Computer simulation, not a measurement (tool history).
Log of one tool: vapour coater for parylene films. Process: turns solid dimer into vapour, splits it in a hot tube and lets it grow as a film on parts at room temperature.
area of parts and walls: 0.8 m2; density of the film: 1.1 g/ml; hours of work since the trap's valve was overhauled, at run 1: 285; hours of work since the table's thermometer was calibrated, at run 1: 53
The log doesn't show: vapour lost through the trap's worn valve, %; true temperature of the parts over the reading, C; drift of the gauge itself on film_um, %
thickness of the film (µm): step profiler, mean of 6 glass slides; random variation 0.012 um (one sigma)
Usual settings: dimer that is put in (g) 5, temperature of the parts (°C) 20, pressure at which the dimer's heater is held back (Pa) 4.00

| run | day | dimer that is put in (g) | temperature of the parts (°C) | pressure at which the dimer's heater is held back (Pa) | hours of work since the trap's valve was overhauled | hours of work since the table's thermometer was calibrated | thickness of the film (µm) |
|---|---|---|---|---|---|---|---|
| 1 | 0.000 | 5 | 20 | 4.00 | 285 | 53 | 3.12 |
| 2 | 0.729 | 5 | 20 | 4.00 | 293 | 62 | 3.10 |
| 3 | 1.358 | 5 | 20 | 4.00 | 301 | 69 | 3.12 |
| 4 | 1.983 | 5 | 20 | 4.00 | 308 | 76 | 3.10 |
| 5 | 2.721 | 5 | 20 | 4.00 | 317 | 85 | 3.12 |
| 6 | 3.425 | 5 | 20 | 4.00 | 325 | 93 | 3.09 |
| 7 | 3.833 | 5 | 20 | 4.00 | 330 | 98 | 3.10 |
| 8 | 4.396 | 5 | 20 | 4.00 | 337 | 105 | 3.11 |
| 9 | 4.821 | 3 | 20 | 4.00 | 342 | 110 | 1.86 |
| 10 | 5.325 | 5 | 20 | 4.00 | 348 | 116 | 3.09 |
| 11 | 6.108 | 5 | 20 | 4.00 | 357 | 125 | 3.10 |
| 12 | 6.779 | 5 | 20 | 4.00 | 365 | 133 | 3.10 |
| 13 | 7.196 | 5 | 20 | 4.00 | 370 | 138 | 3.08 |
| 14 | 7.967 | 3 | 14 | 10.64 | 379 | 147 | 1.94 |
| 15 | 8.554 | 3 | 14 | 10.64 | 386 | 154 | 1.93 |
| 16 | 9.242 | 5 | 18 | 3.77 | 394 | 162 | 3.43 |
| 17 | 10.042 | 2 | 18 | 2.68 | 403 | 172 | 1.48 |
| 18 | 10.921 | 2 | 18 | 2.68 | 414 | 182 | 1.48 |
| 19 | 11.758 | 6 | 18 | 5.94 | 424 | 192 | 3.68 |
| 20 | 12.175 | 6 | 18 | 5.94 | 429 | 197 | 3.69 |
| 21 | 13.121 | 4 | 19 | 4.00 | 440 | 208 | 2.57 |
| 22 | 13.646 | 5 | 13 | 4.98 | 446 | 214 | 4.04 |
| 23 | 14.592 | 5 | 13 | 4.98 | 457 | 225 | 4.01 |
| 24 | 15.342 | 6 | 20 | 4.88 | 466 | 234 | 3.49 |
| 25 | 16.046 | 5 | 20 | 2.79 | 474 | 242 | 3.31 |

The next listed run, before its measurement:
| 26 | 16.704 | 8 | 20 | 3.23 | 482 | 250 | ? |

thickness of the film (µm): 5.15
Without the tool's hidden state the same run would have given thickness of the film (µm) 5.24.
